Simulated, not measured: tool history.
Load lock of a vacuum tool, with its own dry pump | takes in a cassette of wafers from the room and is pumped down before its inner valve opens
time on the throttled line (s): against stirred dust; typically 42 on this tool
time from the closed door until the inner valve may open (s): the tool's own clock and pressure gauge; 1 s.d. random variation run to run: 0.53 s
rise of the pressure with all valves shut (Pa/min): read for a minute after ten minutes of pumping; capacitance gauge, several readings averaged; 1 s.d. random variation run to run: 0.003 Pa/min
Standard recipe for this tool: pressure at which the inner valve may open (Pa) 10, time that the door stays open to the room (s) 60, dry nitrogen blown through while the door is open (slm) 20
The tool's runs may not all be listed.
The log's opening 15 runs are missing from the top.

run,hour,time on the throttled line (s),pressure at which the inner valve may open (Pa),time that the door stays open to the room (s),dry nitrogen blown through while the door is open (slm),hours that the pump has run since its overhaul,times that the door has closed on its seal,"incoming humidity of the room's air, %",time from the closed door until the inner valve may open (s),rise of the pressure with all valves shut (Pa/min)
16,4510.6,42,10,60,20,5169,3479,50.3,73.8,0.037
17,4857.5,42,18,60,20,5516,4999,44.1,71.7,0.049
18,5122.5,51,18,60,6,5781,6161,44.2,77.6,0.067
19,5395.8,51,18,60,6,6054,7359,44.1,78.9,0.079
20,5698.7,51,7,60,5,6357,8686,47.0,83.6,0.091
21,5839.8,51,7,60,5,6498,9305,43.6,83.0,0.093
22,6125.2,42,10,83,20,6784,10555,44.6,73.6,0.091
23,6469.3,24,8,33,14,7128,12064,40.6,61.2,0.097
24,6639.3,33,10,60,20,7298,12809,43.2,68.2,0.098
25,6899.6,65,10,60,20,7558,13950,48.6,92.8,0.121
26,7089.8,65,10,60,20,7748,14783,44.6,93.5,0.119
27,7234.4,65,10,60,20,7893,15417,42.6,92.5,0.124
28,7451.2,65,10,60,20,8110,16367,43.6,92.4,0.141
29,7693.2,77,14,138,23,8352,17428,47.1,100.2,0.156
30,7859.0,77,14,138,23,8517,18154,44.8,99.6,0.158
31,8082.0,77,14,138,6,8740,19132,47.6,102.3,0.197
32,8288.6,77,14,138,6,8947,20038,45.0,102.2,0.203
33,8521.9,42,11,28,20,9180,21060,47.7,75.1,0.183

3 ways to go on from here, each from the tool as it stands after run 33. What would each give?
A,8711.4,42,20,60,20,9370,21890,45.0,?,?
B,8711.4,42,9,28,6,9370,21890,43.0,?,?
C,8711.4,24,11,63,36,9370,21890,44.1,?,?

run,time from the closed door until the inner valve may open (s),rise of the pressure with all valves shut (Pa/min)
A,72.3,0.191
B,76.9,0.197
C,61.0,0.190
With no hidden state in the tool, these same runs would have given:
run,time from the closed door until the inner valve may open (s),rise of the pressure with all valves shut (Pa/min)
A,69.0,0.015
B,73.1,0.021
C,56.9,0.012

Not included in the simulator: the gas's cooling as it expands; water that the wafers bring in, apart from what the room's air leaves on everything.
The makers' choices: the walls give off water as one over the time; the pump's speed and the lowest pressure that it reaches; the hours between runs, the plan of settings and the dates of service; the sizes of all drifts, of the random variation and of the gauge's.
